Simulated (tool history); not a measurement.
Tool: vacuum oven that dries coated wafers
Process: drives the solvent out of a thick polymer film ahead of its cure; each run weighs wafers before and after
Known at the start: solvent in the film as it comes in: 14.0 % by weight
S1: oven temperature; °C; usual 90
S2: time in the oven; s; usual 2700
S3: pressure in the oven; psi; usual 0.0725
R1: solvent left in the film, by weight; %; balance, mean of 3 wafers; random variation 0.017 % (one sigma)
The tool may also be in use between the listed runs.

{"run": 1, "hour": 0.0, "S1": 90, "S2": 2700, "S3": 0.0725, "R1": 0.58}
{"run": 2, "hour": 70.0, "S1": 90, "S2": 2700, "S3": 0.0471, "R1": 0.52}
{"run": 3, "hour": 178.1, "S1": 90, "S2": 2700, "S3": 0.0471, "R1": 0.53}
{"run": 4, "hour": 223.6, "S1": 90, "S2": 2160, "S3": 0.0471, "R1": 0.84}
{"hour": 308.2, "done": "oven's thermocouples calibrated"}
{"run": 5, "hour": 321.4, "S1": 90, "S2": 2700, "S3": 0.1041, "R1": 0.63}
{"run": 6, "hour": 416.2, "S1": 90, "S2": 2700, "S3": 0.1041, "R1": 0.62}
{"run": 7, "hour": 463.3, "S1": 90, "S2": 2700, "S3": 0.1041, "R1": 0.61}
{"run": 8, "hour": 567.8, "S1": 82, "S2": 2700, "S3": 0.0725, "R1": 1.49}
{"run": 9, "hour": 647.4, "S1": 90, "S2": 2700, "S3": 0.0725, "R1": 0.54}
{"run": 10, "hour": 693.4, "S1": 90, "S2": 2700, "S3": 0.0725, "R1": 0.57}
{"run": 11, "hour": 737.6, "S1": 90, "S2": 2700, "S3": 0.0725, "R1": 0.56}
{"run": 12, "hour": 809.7, "S1": 90, "S2": 2700, "S3": 0.0725, "R1": 0.56}
{"run": 13, "hour": 873.6, "S1": 90, "S2": 2700, "S3": 0.0725, "R1": 0.56}
{"hour": 911.9, "done": "oven's thermocouples calibrated, once more"}
{"run": 14, "hour": 976.4, "S1": 96, "S2": 2160, "S3": 0.0605, "R1": 0.46}
{"run": 15, "hour": 1064.5, "S1": 96, "S2": 2160, "S3": 0.0605, "R1": 0.47}
{"run": 16, "hour": 1108.9, "S1": 92, "S2": 2160, "S3": 0.0605, "R1": 0.78}
{"run": 17, "hour": 1176.0, "S1": 95, "S2": 2160, "S3": 0.0776, "R1": 0.57}
{"run": 18, "hour": 1241.7, "S1": 78, "S2": 2700, "S3": 0.0725, "R1": 2.52}
{"run": 19, "hour": 1318.4, "S1": 87, "S2": 2700, "S3": 0.0542, "R1": 0.95}
{"run": 20, "hour": 1414.0, "S1": 89, "S2": 2700, "S3": 0.0525, "R1": 0.73}
{"run": 21, "hour": 1461.2, "S1": 78, "S2": 1860, "S3": 0.0738, "R1": 3.95}
{"run": 22, "hour": 1558.6, "S1": 78, "S2": 2100, "S3": 0.0571, "R1": 3.4}
{"run": 23, "hour": 1666.8, "S1": 78, "S2": 2100, "S3": 0.0571, "R1": 3.42}
{"run": 24, "hour": 1723.0, "S1": 78, "S2": 2100, "S3": 0.0571, "R1": 3.39}
{"run": 25, "hour": 1809.3, "S1": 97, "S2": 1560, "S3": 0.0892, "R1": 0.81}
{"run": 26, "hour": 1896.2, "S1": 97, "S2": 1560, "S3": 0.1255, "R1": 0.92}

Forecast each of these 5 alternatives for the next run:
{"run": "A", "hour": 1971.0, "S1": 77, "S2": 1440, "S3": 0.1414, "R1": "?"}
{"run": "B", "hour": 1971.0, "S1": 90, "S2": 2700, "S3": 0.0737, "R1": "?"}
{"run": "C", "hour": 1971.0, "S1": 96, "S2": 3420, "S3": 0.0467, "R1": "?"}
{"run": "D", "hour": 1971.0, "S1": 97, "S2": 2760, "S3": 0.1236, "R1": "?"}
{"run": "E", "hour": 1971.0, "S1": 88, "S2": 1560, "S3": 0.0992, "R1": "?"}

run=A R1=5.35
run=B R1=0.71
run=C R1=0.27
run=D R1=0.42
run=E R1=2.22
Without the tool's hidden state the same runs would have given:
run=A R1=5.39
run=B R1=0.58
run=C R1=0.10
run=D R1=0.27
run=E R1=2.24

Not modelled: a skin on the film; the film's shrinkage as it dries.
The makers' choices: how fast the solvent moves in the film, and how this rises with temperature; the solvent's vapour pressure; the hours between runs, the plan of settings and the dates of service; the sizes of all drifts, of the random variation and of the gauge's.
